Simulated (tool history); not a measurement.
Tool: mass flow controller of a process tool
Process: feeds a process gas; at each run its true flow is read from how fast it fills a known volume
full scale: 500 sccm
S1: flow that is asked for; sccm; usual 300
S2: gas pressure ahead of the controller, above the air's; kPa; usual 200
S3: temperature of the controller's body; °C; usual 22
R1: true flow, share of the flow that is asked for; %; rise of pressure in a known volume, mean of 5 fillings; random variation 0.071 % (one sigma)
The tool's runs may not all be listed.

{"run": 1, "hour": 0.0, "S1": 300, "S2": 200, "S3": 22, "R1": 99.78}
{"run": 2, "hour": 158.6, "S1": 300, "S2": 200, "S3": 22, "R1": 99.78}
{"run": 3, "hour": 332.0, "S1": 300, "S2": 200, "S3": 22, "R1": 99.82}
{"run": 4, "hour": 584.1, "S1": 300, "S2": 200, "S3": 22, "R1": 99.8}
{"run": 5, "hour": 762.0, "S1": 300, "S2": 200, "S3": 22, "R1": 99.84}
{"run": 6, "hour": 938.3, "S1": 75, "S2": 200, "S3": 22, "R1": 101.98}
{"run": 7, "hour": 1078.6, "S1": 79, "S2": 200, "S3": 22, "R1": 101.83}
{"run": 8, "hour": 1315.3, "S1": 79, "S2": 200, "S3": 22, "R1": 101.92}
{"run": 9, "hour": 1493.7, "S1": 300, "S2": 200, "S3": 22, "R1": 99.75}
{"run": 10, "hour": 1726.4, "S1": 51, "S2": 200, "S3": 22, "R1": 104.31}
{"run": 11, "hour": 1868.8, "S1": 317, "S2": 200, "S3": 22, "R1": 99.84}
{"run": 12, "hour": 2051.0, "S1": 317, "S2": 200, "S3": 22, "R1": 99.81}
{"run": 13, "hour": 2252.0, "S1": 317, "S2": 200, "S3": 22, "R1": 99.79}
{"run": 14, "hour": 2479.7, "S1": 300, "S2": 200, "S3": 31, "R1": 99.33}
{"run": 15, "hour": 2624.6, "S1": 300, "S2": 200, "S3": 31, "R1": 99.48}
{"run": 16, "hour": 2826.7, "S1": 300, "S2": 200, "S3": 31, "R1": 99.26}
{"run": 17, "hour": 2957.4, "S1": 300, "S2": 200, "S3": 22, "R1": 99.9}
{"run": 18, "hour": 3133.0, "S1": 300, "S2": 205, "S3": 22, "R1": 99.89}
{"run": 19, "hour": 3265.4, "S1": 300, "S2": 200, "S3": 22, "R1": 99.91}
{"run": 20, "hour": 3410.0, "S1": 300, "S2": 200, "S3": 40, "R1": 98.99}
{"run": 21, "hour": 3644.9, "S1": 300, "S2": 200, "S3": 40, "R1": 99.09}
{"run": 22, "hour": 3810.9, "S1": 300, "S2": 200, "S3": 40, "R1": 99.0}
{"run": 23, "hour": 3981.2, "S1": 300, "S2": 168, "S3": 21, "R1": 99.89}
{"run": 24, "hour": 4170.3, "S1": 300, "S2": 237, "S3": 21, "R1": 99.87}
{"run": 25, "hour": 4346.3, "S1": 111, "S2": 272, "S3": 20, "R1": 101.68}
{"run": 26, "hour": 4584.3, "S1": 300, "S2": 201, "S3": 28, "R1": 99.71}
{"run": 27, "hour": 4771.4, "S1": 124, "S2": 201, "S3": 36, "R1": 100.79}
{"run": 28, "hour": 4946.7, "S1": 253, "S2": 191, "S3": 32, "R1": 99.58}
{"hour": 5012.1, "done": "controller's zero set anew"}
{"run": 29, "hour": 5113.6, "S1": 191, "S2": 253, "S3": 36, "R1": 97.51}
{"run": 30, "hour": 5336.6, "S1": 191, "S2": 270, "S3": 36, "R1": 97.48}
{"run": 31, "hour": 5480.0, "S1": 426, "S2": 182, "S3": 28, "R1": 98.64}
{"run": 32, "hour": 5611.8, "S1": 426, "S2": 182, "S3": 28, "R1": 98.69}
{"run": 33, "hour": 5735.5, "S1": 82, "S2": 146, "S3": 28, "R1": 98.25}
{"run": 34, "hour": 5983.0, "S1": 82, "S2": 146, "S3": 32, "R1": 98.24}
{"run": 35, "hour": 6183.3, "S1": 250, "S2": 152, "S3": 26, "R1": 98.25}
{"run": 36, "hour": 6405.0, "S1": 61, "S2": 255, "S3": 26, "R1": 98.86}
{"run": 37, "hour": 6603.3, "S1": 241, "S2": 260, "S3": 22, "R1": 98.53}
{"run": 38, "hour": 6779.8, "S1": 214, "S2": 200, "S3": 30, "R1": 98.07}
{"run": 39, "hour": 6885.2, "S1": 236, "S2": 200, "S3": 22, "R1": 98.47}
{"run": 40, "hour": 7037.4, "S1": 300, "S2": 212, "S3": 22, "R1": 98.64}
{"run": 41, "hour": 7177.8, "S1": 300, "S2": 278, "S3": 24, "R1": 98.55}
{"run": 42, "hour": 7374.2, "S1": 300, "S2": 278, "S3": 24, "R1": 98.37}
{"run": 43, "hour": 7621.7, "S1": 375, "S2": 169, "S3": 25, "R1": 98.66}
{"run": 44, "hour": 7864.1, "S1": 375, "S2": 200, "S3": 22, "R1": 98.74}

5 ways to go on from here, each from the tool as it stands after run 44. What would each give?
{"run": "A", "hour": 8068.1, "S1": 69, "S2": 258, "S3": 23, "R1": "?"}
{"run": "B", "hour": 8068.1, "S1": 300, "S2": 156, "S3": 30, "R1": "?"}
{"run": "C", "hour": 8068.1, "S1": 82, "S2": 168, "S3": 34, "R1": "?"}
{"run": "D", "hour": 8068.1, "S1": 293, "S2": 149, "S3": 22, "R1": "?"}
{"run": "E", "hour": 8068.1, "S1": 247, "S2": 200, "S3": 21, "R1": "?"}

run=A R1=99.74
run=B R1=98.33
run=C R1=99.01
run=D R1=98.56
run=E R1=98.70
Without the tool's hidden state the same runs would have given:
run=A R1=98.47
run=B R1=99.15
run=C R1=98.18
run=D R1=99.37
run=E R1=99.39
